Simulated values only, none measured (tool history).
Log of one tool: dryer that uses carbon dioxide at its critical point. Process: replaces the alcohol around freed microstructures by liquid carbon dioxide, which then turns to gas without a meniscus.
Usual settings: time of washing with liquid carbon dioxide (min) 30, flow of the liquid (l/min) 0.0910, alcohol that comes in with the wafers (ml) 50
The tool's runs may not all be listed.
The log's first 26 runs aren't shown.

run,hour,time of washing with liquid carbon dioxide (min),flow of the liquid (l/min),alcohol that comes in with the wafers (ml),hours of work since the filter was changed,hours of work since the purifier's bed was changed,alcohol left in the vessel before it's heated (ppm by volume)
27,663.9,30,0.1267,112,115,687,304
28,693.7,25,0.0617,103,127,698,12832
29,725.0,21,0.0892,58,139,710,3830
30,753.7,21,0.0892,58,150,721,3997
31,768.1,33,0.0787,90,156,727,1764
32,788.6,25,0.0974,42,164,735,1139
33,813.9,30,0.0910,84,173,745,1314
34,840.4,35,0.1522,102,184,755,145
35,862.6,42,0.1522,42,192,763,147
36,884.1,29,0.1241,78,201,772,383
37,898.9,31,0.0792,28,206,778,871
38,915.5,31,0.0792,28,213,784,881
39,932.0,31,0.0792,28,219,790,898
# hour 947.7: inlet filter changed
40,959.8,31,0.0792,28,5,801,652
41,989.9,35,0.0662,99,16,812,2578
42,1022.9,27,0.0909,99,29,825,1935
43,1049.7,27,0.0577,99,39,835,10798
44,1064.0,25,0.0576,29,45,841,4144
45,1093.8,25,0.0576,29,57,853,4087
46,1117.6,23,0.1512,47,66,862,266
47,1133.5,39,0.0682,116,72,868,1796

3 ways to go on from here, each from the tool as it stands after run 47. What would each give?
A,1150.4,20,0.0562,35,78,875,?
B,1150.4,39,0.0747,109,78,875,?
C,1150.4,23,0.1459,50,78,875,?

run,alcohol left in the vessel before it's heated (ppm by volume)
A,9131
B,1104
C,328
Without the tool's hidden state the same runs would have given:
run,alcohol left in the vessel before it's heated (ppm by volume)
A,8352
B,789
C,138
